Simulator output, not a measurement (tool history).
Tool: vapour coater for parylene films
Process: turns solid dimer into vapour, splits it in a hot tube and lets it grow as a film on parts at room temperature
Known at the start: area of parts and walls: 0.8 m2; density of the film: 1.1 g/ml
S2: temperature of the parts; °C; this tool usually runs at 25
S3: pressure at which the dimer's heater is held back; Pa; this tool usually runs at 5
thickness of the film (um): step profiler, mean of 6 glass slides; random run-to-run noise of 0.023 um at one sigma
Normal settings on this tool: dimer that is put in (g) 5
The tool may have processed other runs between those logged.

run 1 hour=0 | dimer_that_is_put_in_(g)=5 S2=25 S3=5 | thickness_of_the_film_(um)=3.1
run 2 hour=10.7 | dimer_that_is_put_in_(g)=5 S2=21 S3=5 | thickness_of_the_film_(um)=3.58
run 3 hour=20.1 | dimer_that_is_put_in_(g)=5 S2=18 S3=5 | thickness_of_the_film_(um)=3.94
run 4 hour=28.5 | dimer_that_is_put_in_(g)=5 S2=18 S3=5 | thickness_of_the_film_(um)=3.98
run 5 hour=40.2 | dimer_that_is_put_in_(g)=5 S2=18 S3=5 | thickness_of_the_film_(um)=3.96
run 6 hour=46.4 | dimer_that_is_put_in_(g)=2 S2=29 S3=9.8 | thickness_of_the_film_(um)=0.94
run 7 hour=57.6 | dimer_that_is_put_in_(g)=2 S2=29 S3=9.8 | thickness_of_the_film_(um)=0.93
run 8 hour=66.8 | dimer_that_is_put_in_(g)=2 S2=32 S3=5 | thickness_of_the_film_(um)=0.94
run 9 hour=82.1 | dimer_that_is_put_in_(g)=5 S2=25 S3=2.4 | thickness_of_the_film_(um)=3.64
run 10 hour=94.8 | dimer_that_is_put_in_(g)=5 S2=19 S3=4.54 | thickness_of_the_film_(um)=3.84

Predict each of these 4 candidate next runs independently; none follows another, all start after run 10:
run A hour=103.6 | dimer_that_is_put_in_(g)=5 S2=25 S3=5 | thickness_of_the_film_(um)=?
run B hour=103.6 | dimer_that_is_put_in_(g)=2 S2=19 S3=6.06 | thickness_of_the_film_(um)=?
run C hour=103.6 | dimer_that_is_put_in_(g)=5 S2=25 S3=5 | thickness_of_the_film_(um)=?
run D hour=103.6 | dimer_that_is_put_in_(g)=7 S2=19 S3=4.54 | thickness_of_the_film_(um)=?

run=A thickness_of_the_film_(um)=3.07
run=B thickness_of_the_film_(um)=1.46
run=C thickness_of_the_film_(um)=3.05
run=D thickness_of_the_film_(um)=5.46
The same runs, with their run-to-run variation unchanged, on a tool lacking any hidden condition would have given:
run=A thickness_of_the_film_(um)=3.19
run=B thickness_of_the_film_(um)=1.52
run=C thickness_of_the_film_(um)=3.17
run=D thickness_of_the_film_(um)=5.68
